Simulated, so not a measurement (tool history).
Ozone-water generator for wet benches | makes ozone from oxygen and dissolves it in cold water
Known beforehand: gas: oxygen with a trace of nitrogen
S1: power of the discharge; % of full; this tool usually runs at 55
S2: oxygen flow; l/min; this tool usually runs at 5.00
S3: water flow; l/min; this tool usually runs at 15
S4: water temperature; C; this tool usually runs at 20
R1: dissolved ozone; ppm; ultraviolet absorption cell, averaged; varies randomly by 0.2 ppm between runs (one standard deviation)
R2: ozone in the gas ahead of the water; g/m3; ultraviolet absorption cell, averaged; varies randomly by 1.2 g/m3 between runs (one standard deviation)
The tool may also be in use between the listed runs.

| run | hour | S1 | S2 | S3 | S4 | R1 | R2 |
|---|---|---|---|---|---|---|---|
| 1 | 0.0 | 55 | 5.00 | 15 | 20 | 27.6 | 225.1 |
| 2 | 21.1 | 55 | 5.00 | 15 | 20 | 28.0 | 227.3 |
| 3 | 48.0 | 55 | 5.00 | 15 | 20 | 27.7 | 226.0 |
| 4 | 74.9 | 78 | 5.00 | 15 | 20 | 35.3 | 288.7 |
| 5 | 106.3 | 78 | 5.00 | 15 | 20 | 35.2 | 288.5 |
| 6 | 133.0 | 55 | 5.00 | 15 | 20 | 27.4 | 226.7 |
| 7 | 149.7 | 55 | 5.00 | 15 | 20 | 27.5 | 226.2 |
| 8 | 169.3 | 68 | 3.87 | 15 | 16 | 34.2 | 300.2 |
| 9 | 202.6 | 68 | 3.87 | 15 | 16 | 34.2 | 300.4 |
|  | 210.4 | water thermometer calibrated |
| 10 | 218.4 | 55 | 5.00 | 14 | 14 | 32.1 | 224.9 |
| 11 | 250.2 | 55 | 5.00 | 14 | 14 | 32.3 | 225.8 |
| 12 | 272.3 | 55 | 5.00 | 15 | 14 | 30.4 | 226.7 |

Each row is a separate what-if for the run after 12, all from the same tool condition, not one after another. Results?
| A | 301.4 | 55 | 6.34 | 15 | 20 | ? | ? |
| B | 301.4 | 55 | 5.00 | 11 | 14 | ? | ? |
| C | 301.4 | 62 | 5.00 | 15 | 22 | ? | ? |
| D | 301.4 | 55 | 4.60 | 15 | 20 | ? | ? |

| run | R1 | R2 |
|---|---|---|
| A | 26.8 | 198.1 |
| B | 38.3 | 225.9 |
| C | 28.7 | 243.8 |
| D | 27.4 | 231.6 |
Without the tool's hidden state the same runs would have given:
| run | R1 | R2 |
|---|---|---|
| A | 27.9 | 201.5 |
| B | 39.7 | 229.7 |
| C | 30.0 | 248.3 |
| D | 28.6 | 235.5 |

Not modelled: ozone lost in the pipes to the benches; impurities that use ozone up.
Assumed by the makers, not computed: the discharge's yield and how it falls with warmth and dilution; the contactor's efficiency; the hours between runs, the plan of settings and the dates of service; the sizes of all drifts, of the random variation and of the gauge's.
